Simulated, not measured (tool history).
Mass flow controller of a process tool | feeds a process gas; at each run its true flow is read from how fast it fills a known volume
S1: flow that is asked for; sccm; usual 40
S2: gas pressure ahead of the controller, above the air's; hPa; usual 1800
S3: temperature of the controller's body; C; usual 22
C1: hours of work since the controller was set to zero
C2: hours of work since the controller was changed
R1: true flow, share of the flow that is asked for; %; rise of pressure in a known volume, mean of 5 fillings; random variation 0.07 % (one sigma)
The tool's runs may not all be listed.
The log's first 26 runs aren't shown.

run      day  S1    S2  S3    C1    C2      R1
 27  145.471  13  1860  33  1200  1200   100.9
 28   152.65  13  1860  33  1316  1316  101.03
 29  156.633  46  1800  22  1380  1380  100.53
 30   161.75   7  1640  22  1463  1463  101.15
 31  167.975  40  2200  25  1563  1563  100.89
 32  174.642  39  1960  25  1671  1671  100.77
 33    181.6  40  2790  29  1783  1783   101.4
 34  188.996  12  2720  22  1902  1902  101.34
 35  192.621  12  2720  22  1961  1961  101.28
 36  198.404  10  2720  22  2054  2054   101.8
 37  202.212  25  1480  22  2116  2116  100.56
 38  207.346  25  2670  24  2199  2199  101.26
 39  214.162  40  1800  28  2309  2309  101.51
 40  218.379   5  1780  23  2377  2377  104.94
 41   226.35   5  1780  23  2505  2505  105.39
 42  231.733   5  1780  23  2592  2592  105.61
 43  237.812  18  1780  35  2690  2690  102.49
 44  243.358  18  1780  35  2780  2780   102.5
 45  247.454  18  1780  35  2846  2846  102.69
 46  251.925  49  1450  30  2918  2918  102.15
 47  256.696   8  1800  28  2995  2995   104.4

Forecast each of these 4 alternatives for the next run:
  A  261.275  40  1820  22  3069  3069   ?
  B  261.275   8  1800  22  3069  3069   ?
  C  261.275  25  1800  25  3069  3069   ?
  D  261.275   6  1800  22  3069  3069   ?

run      R1
  A  101.47
  B  104.04
  C  101.76
  D  105.64
Without the tool's hidden state the same runs would have given:
run     R1
  A  99.22
  B  97.83
  C  98.92
  D  97.78
